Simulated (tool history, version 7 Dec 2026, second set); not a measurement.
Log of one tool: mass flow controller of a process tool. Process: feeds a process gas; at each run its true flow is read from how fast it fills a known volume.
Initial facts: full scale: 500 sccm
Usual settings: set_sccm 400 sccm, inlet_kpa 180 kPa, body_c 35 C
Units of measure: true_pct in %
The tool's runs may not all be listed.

run    hour  set_sccm  inlet_kpa  body_c  true_pct
  1     0.0       400        180      35     96.81
  2   145.9       400        180      35     96.77
  3   254.0       400        180      35     96.80
  4   383.1       400        155      35     96.68
  5   541.8       400        155      35     96.46
  6   707.5       400        180      35     96.55
  7   823.5       400        180      35     96.61
  8   947.3       400        180      35     96.49
      958.9  -- controller's zero set anew
  9  1103.4       115        180      21     95.50
 10  1206.5       115        180      21     95.44
 11  1286.8       115        180      23     95.29
 12  1391.6       133        180      21     95.75
 13  1499.5       133        185      21     95.67
 14  1614.4        56        185      38     91.37
 15  1688.1        56        185      38     91.38

Run 16 is up next; what results do you expect?
     1735.3  -- controller's zero set anew, once more
 16  1839.1        56        185      38         ?

true_pct: 94.90 %
Were there no unlogged condition in the tool, this run, its random variation unchanged, would have produced true_pct 97.23 %.

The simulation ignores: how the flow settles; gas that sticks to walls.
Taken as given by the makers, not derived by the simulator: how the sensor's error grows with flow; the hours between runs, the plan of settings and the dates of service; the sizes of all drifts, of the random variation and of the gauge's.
